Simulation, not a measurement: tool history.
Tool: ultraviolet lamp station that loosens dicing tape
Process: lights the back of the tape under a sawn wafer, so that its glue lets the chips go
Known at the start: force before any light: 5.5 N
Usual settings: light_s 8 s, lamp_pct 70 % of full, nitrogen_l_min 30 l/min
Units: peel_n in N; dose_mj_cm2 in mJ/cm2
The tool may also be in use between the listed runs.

{"run": 1, "day": 0.0, "light_s": 8, "lamp_pct": 70, "nitrogen_l_min": 30, "peel_n": 0.73, "dose_mj_cm2": 316}
{"run": 2, "day": 2.083, "light_s": 8, "lamp_pct": 70, "nitrogen_l_min": 30, "peel_n": 0.764, "dose_mj_cm2": 316}
{"run": 3, "day": 3.267, "light_s": 8, "lamp_pct": 74, "nitrogen_l_min": 30, "peel_n": 0.686, "dose_mj_cm2": 330}
{"run": 4, "day": 5.738, "light_s": 8, "lamp_pct": 74, "nitrogen_l_min": 30, "peel_n": 0.726, "dose_mj_cm2": 325}
{"day": 8.046, "done": "window cleaned of glue's vapour"}
{"run": 5, "day": 8.183, "light_s": 8, "lamp_pct": 74, "nitrogen_l_min": 30, "peel_n": 0.653, "dose_mj_cm2": 339}
{"run": 6, "day": 9.658, "light_s": 8, "lamp_pct": 70, "nitrogen_l_min": 30, "peel_n": 0.752, "dose_mj_cm2": 314}
{"run": 7, "day": 11.312, "light_s": 8, "lamp_pct": 70, "nitrogen_l_min": 17, "peel_n": 1.027, "dose_mj_cm2": 310}
{"run": 8, "day": 12.612, "light_s": 14, "lamp_pct": 70, "nitrogen_l_min": 17, "peel_n": 0.42, "dose_mj_cm2": 542}
{"run": 9, "day": 14.729, "light_s": 14, "lamp_pct": 70, "nitrogen_l_min": 17, "peel_n": 0.434, "dose_mj_cm2": 527}
{"run": 10, "day": 16.896, "light_s": 14, "lamp_pct": 70, "nitrogen_l_min": 17, "peel_n": 0.457, "dose_mj_cm2": 521}
{"run": 11, "day": 19.733, "light_s": 14, "lamp_pct": 70, "nitrogen_l_min": 17, "peel_n": 0.469, "dose_mj_cm2": 513}
{"run": 12, "day": 20.95, "light_s": 14, "lamp_pct": 70, "nitrogen_l_min": 17, "peel_n": 0.473, "dose_mj_cm2": 510}
{"day": 22.371, "done": "window cleaned of glue's vapour"}
{"run": 13, "day": 23.079, "light_s": 14, "lamp_pct": 70, "nitrogen_l_min": 17, "peel_n": 0.442, "dose_mj_cm2": 524}
{"run": 14, "day": 25.238, "light_s": 8, "lamp_pct": 70, "nitrogen_l_min": 30, "peel_n": 0.825, "dose_mj_cm2": 293}
{"run": 15, "day": 27.467, "light_s": 8, "lamp_pct": 70, "nitrogen_l_min": 30, "peel_n": 0.845, "dose_mj_cm2": 286}
{"run": 16, "day": 29.212, "light_s": 8, "lamp_pct": 70, "nitrogen_l_min": 30, "peel_n": 0.844, "dose_mj_cm2": 285}
{"run": 17, "day": 30.792, "light_s": 8, "lamp_pct": 70, "nitrogen_l_min": 30, "peel_n": 0.864, "dose_mj_cm2": 281}
{"run": 18, "day": 32.471, "light_s": 8, "lamp_pct": 70, "nitrogen_l_min": 30, "peel_n": 0.944, "dose_mj_cm2": 277}
{"run": 19, "day": 34.446, "light_s": 8, "lamp_pct": 69, "nitrogen_l_min": 30, "peel_n": 0.959, "dose_mj_cm2": 266}
{"run": 20, "day": 35.679, "light_s": 12, "lamp_pct": 69, "nitrogen_l_min": 30, "peel_n": 0.523, "dose_mj_cm2": 398}
{"day": 36.692, "done": "window cleaned of glue's vapour"}
{"run": 21, "day": 36.879, "light_s": 4, "lamp_pct": 81, "nitrogen_l_min": 30, "peel_n": 1.824, "dose_mj_cm2": 162}
{"day": 38.454, "done": "lamp changed"}
{"run": 22, "day": 39.3, "light_s": 4, "lamp_pct": 74, "nitrogen_l_min": 12, "peel_n": 1.792, "dose_mj_cm2": 226}
{"run": 23, "day": 40.817, "light_s": 8, "lamp_pct": 74, "nitrogen_l_min": 14, "peel_n": 0.673, "dose_mj_cm2": 443}
{"run": 24, "day": 43.638, "light_s": 8, "lamp_pct": 64, "nitrogen_l_min": 33, "peel_n": 0.529, "dose_mj_cm2": 375}
{"run": 25, "day": 44.833, "light_s": 8, "lamp_pct": 64, "nitrogen_l_min": 19, "peel_n": 0.732, "dose_mj_cm2": 371}
{"run": 26, "day": 46.008, "light_s": 10, "lamp_pct": 61, "nitrogen_l_min": 15, "peel_n": 0.648, "dose_mj_cm2": 439}
{"run": 27, "day": 48.75, "light_s": 8, "lamp_pct": 93, "nitrogen_l_min": 30, "peel_n": 0.344, "dose_mj_cm2": 530}
{"run": 28, "day": 50.279, "light_s": 8, "lamp_pct": 93, "nitrogen_l_min": 30, "peel_n": 0.342, "dose_mj_cm2": 522}
{"day": 50.975, "done": "window cleaned of glue's vapour"}
{"run": 29, "day": 51.954, "light_s": 8, "lamp_pct": 93, "nitrogen_l_min": 30, "peel_n": 0.326, "dose_mj_cm2": 547}
{"run": 30, "day": 54.717, "light_s": 8, "lamp_pct": 78, "nitrogen_l_min": 15, "peel_n": 0.605, "dose_mj_cm2": 447}
{"run": 31, "day": 57.3, "light_s": 15, "lamp_pct": 74, "nitrogen_l_min": 15, "peel_n": 0.291, "dose_mj_cm2": 779}
{"run": 32, "day": 59.854, "light_s": 15, "lamp_pct": 74, "nitrogen_l_min": 15, "peel_n": 0.294, "dose_mj_cm2": 771}
{"run": 33, "day": 61.296, "light_s": 7, "lamp_pct": 63, "nitrogen_l_min": 19, "peel_n": 0.995, "dose_mj_cm2": 303}
{"run": 34, "day": 63.921, "light_s": 7, "lamp_pct": 63, "nitrogen_l_min": 19, "peel_n": 1.043, "dose_mj_cm2": 302}

Hidden state or all else? Some run-to-run changes of peel_n, split into what the settings, what came in and random variation would give without the hidden state, and what is left for the hidden state (with any gauge scatter that isn't in both results):
The hidden state here: lamp's light, % of a new lamp's; light that the window lets through, % of a clean one's; drift of the gauge itself on peel_n, %; drift of the gauge itself on dose_mj_cm2, %.
Run 7 -> 8: light_s 8 -> 14. peel_n -0.607 N: hidden state -0.271, all else -0.336.
Run 20 -> 21: light_s 12 -> 4, lamp_pct 69 -> 81, window cleaned of glue's vapour. peel_n +1.301 N: hidden state +0.527, all else +0.774.
Run 21 -> 22: lamp_pct 81 -> 74, nitrogen_l_min 30 -> 12, lamp changed. peel_n -0.032 N: hidden state -0.719, all else +0.687.
Run 22 -> 23: light_s 4 -> 8, nitrogen_l_min 12 -> 14. peel_n -1.119 N: hidden state -0.005, all else -1.114.
Run 32 -> 33: light_s 15 -> 7, lamp_pct 74 -> 63, nitrogen_l_min 15 -> 19. peel_n +0.701 N: hidden state +0.136, all else +0.565.
